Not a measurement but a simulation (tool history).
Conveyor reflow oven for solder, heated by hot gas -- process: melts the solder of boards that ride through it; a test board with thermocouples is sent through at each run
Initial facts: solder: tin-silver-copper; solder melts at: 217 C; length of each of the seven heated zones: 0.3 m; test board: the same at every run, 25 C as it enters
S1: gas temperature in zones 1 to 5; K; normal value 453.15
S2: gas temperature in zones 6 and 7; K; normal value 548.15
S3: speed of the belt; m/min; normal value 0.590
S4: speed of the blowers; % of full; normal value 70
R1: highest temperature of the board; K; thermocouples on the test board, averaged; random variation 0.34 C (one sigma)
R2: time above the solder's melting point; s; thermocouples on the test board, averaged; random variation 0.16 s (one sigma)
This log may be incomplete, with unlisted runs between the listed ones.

| run | hour | S1 | S2 | S3 | S4 | R1 | R2 |
|---|---|---|---|---|---|---|---|
| 1 | 0.0 | 453.15 | 548.15 | 0.590 | 70 | 533.25 | 51.5 |
| 2 | 43.7 | 453.15 | 548.15 | 0.590 | 70 | 533.45 | 51.6 |
| 3 | 104.0 | 453.15 | 548.15 | 0.590 | 70 | 534.35 | 51.4 |
| 4 | 148.1 | 453.15 | 548.15 | 0.590 | 70 | 533.05 | 51.5 |
| 5 | 218.5 | 462.15 | 548.15 | 0.590 | 70 | 535.05 | 55.1 |
| 6 | 281.9 | 462.15 | 548.15 | 0.590 | 70 | 535.25 | 54.9 |
|  | 295.7 | flux residue cleaned out of gas plates and filters |
|  | 316.0 | thermocouples of zones 6 and 7 changed |
| 7 | 373.7 | 462.15 | 548.15 | 0.590 | 70 | 534.85 | 55.3 |
| 8 | 443.1 | 453.15 | 548.15 | 0.590 | 70 | 534.05 | 51.7 |
| 9 | 508.6 | 453.15 | 544.15 | 0.590 | 70 | 530.35 | 50.1 |
| 10 | 585.3 | 453.15 | 544.15 | 0.590 | 70 | 530.15 | 50.0 |
| 11 | 653.7 | 453.15 | 544.15 | 0.590 | 70 | 530.45 | 50.1 |
| 12 | 691.6 | 453.15 | 544.15 | 0.590 | 77 | 531.65 | 51.0 |
| 13 | 738.3 | 453.15 | 544.15 | 0.590 | 77 | 531.65 | 50.8 |
|  | 782.8 | flux residue cleaned out of gas plates and filters |
| 14 | 797.1 | 453.15 | 548.15 | 0.590 | 70 | 533.35 | 51.4 |
| 15 | 870.2 | 453.15 | 548.15 | 0.590 | 70 | 534.05 | 51.7 |
| 16 | 947.1 | 453.15 | 548.15 | 0.590 | 70 | 534.15 | 51.9 |
| 17 | 1004.1 | 453.15 | 547.15 | 0.710 | 57 | 523.35 | 36.5 |
| 18 | 1065.5 | 453.15 | 547.15 | 0.710 | 57 | 522.95 | 36.6 |
| 19 | 1100.0 | 453.15 | 547.15 | 0.617 | 57 | 528.45 | 46.4 |

Run 20 has not been measured yet. What should we expect?
| 20 | 1150.5 | 453.15 | 547.15 | 0.617 | 57 | ? | ? |

Run 20 measured R1 528.35 K, R2 46.2 s.
Were there no unlogged condition in the tool, this run, its random variation unchanged, would have produced R1 528.35 K, R2 46.2 s.

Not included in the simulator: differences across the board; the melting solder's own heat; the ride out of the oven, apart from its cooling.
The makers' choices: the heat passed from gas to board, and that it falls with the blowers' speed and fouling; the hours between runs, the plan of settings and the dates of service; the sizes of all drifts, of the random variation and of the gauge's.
